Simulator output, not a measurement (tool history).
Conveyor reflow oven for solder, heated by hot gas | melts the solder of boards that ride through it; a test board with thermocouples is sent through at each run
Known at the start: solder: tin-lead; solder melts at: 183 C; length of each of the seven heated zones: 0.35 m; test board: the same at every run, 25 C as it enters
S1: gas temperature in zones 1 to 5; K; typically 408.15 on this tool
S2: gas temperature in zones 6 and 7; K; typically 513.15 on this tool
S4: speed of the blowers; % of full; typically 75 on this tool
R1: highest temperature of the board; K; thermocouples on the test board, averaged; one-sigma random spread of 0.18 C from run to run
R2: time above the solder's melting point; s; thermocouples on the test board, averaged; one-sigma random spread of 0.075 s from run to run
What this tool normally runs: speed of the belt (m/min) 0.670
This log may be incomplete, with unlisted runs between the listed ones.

Run 1, hour 0.0: usual settings. Result: R1 499.85 K, R2 51.80 s.
Run 2, hour 13.0: usual settings. Result: R1 500.15 K, R2 51.86 s.
Run 3, hour 26.0: usual settings. Result: R1 500.15 K, R2 51.75 s.
Run 4, hour 37.8: usual settings. Result: R1 499.85 K, R2 51.64 s.
Run 5, hour 52.0: usual settings but speed of the belt (m/min) 0.689. Result: R1 499.05 K, R2 49.94 s.
Run 6, hour 66.7: usual settings but S2 512.15 K. Result: R1 498.75 K, R2 51.24 s.
Run 7, hour 78.2: usual settings but S2 517.15 K. Result: R1 503.15 K, R2 53.39 s.
Run 8, hour 86.7: usual settings but S2 517.15 K. Result: R1 503.35 K, R2 53.37 s.
At hour 92.8: flux residue cleaned out of gas plates and filters.
Run 9, hour 99.3: usual settings but S2 517.15 K. Result: R1 503.45 K, R2 53.22 s.
Run 10, hour 109.6: usual settings but S2 517.15 K. Result: R1 503.15 K, R2 53.29 s.
Run 11, hour 122.5: usual settings but S1 402.15 K, S2 508.15 K. Result: R1 494.15 K, R2 47.32 s.
At hour 131.2: flux residue cleaned out of gas plates and filters, once more.
Run 12, hour 144.8: usual settings but S1 413.15 K, S4 60 % of full. Result: R1 498.35 K, R2 52.08 s.
Run 13, hour 156.6: usual settings but S1 395.15 K, S2 524.15 K, speed of the belt (m/min) 0.675, S4 52 % of full. Result: R1 502.65 K, R2 49.22 s.
Run 14, hour 173.8: usual settings but S1 395.15 K, S2 515.15 K, speed of the belt (m/min) 0.675, S4 52 % of full. Result: R1 494.65 K, R2 44.98 s.
Run 15, hour 187.1: usual settings but S1 395.15 K, S2 515.15 K, speed of the belt (m/min) 0.675, S4 52 % of full. Result: R1 494.85 K, R2 44.98 s.
Run 16, hour 196.1: usual settings but speed of the belt (m/min) 0.649. Result: R1 500.75 K, R2 53.98 s.
Run 17, hour 206.7: usual settings but S2 518.15 K, speed of the belt (m/min) 0.693, S4 74 % of full. Result: R1 503.05 K, R2 51.52 s.
Run 18, hour 220.4: usual settings but S1 419.15 K, S2 518.15 K, speed of the belt (m/min) 0.741, S4 74 % of full. Result: R1 502.45 K, R2 50.50 s.

Predict each of these 4 candidate next runs independently; none follows another, all start after run 18:
Run A, hour 236.8: usual settings but speed of the belt (m/min) 0.782. Result: R1 ?, R2 ?.
Run B, hour 236.8: usual settings but S1 419.15 K, S2 523.15 K, speed of the belt (m/min) 0.771, S4 59 % of full. Result: R1 ?, R2 ?.
Run C, hour 236.8: usual settings but S2 512.15 K, S4 83 % of full. Result: R1 ?, R2 ?.
Run D, hour 236.8: usual settings but S2 504.15 K, speed of the belt (m/min) 0.630, S4 74 % of full. Result: R1 ?, R2 ?.

run      R1     R2
  A  494.95  41.50
  B  502.65  48.50
  C  499.65  51.99
  D  492.85  51.91
Stripped of hidden state, with their random variation kept, the same runs would have yielded:
run      R1     R2
  A  495.05  41.46
  B  502.65  48.37
  C  499.55  51.88
  D  492.75  51.80
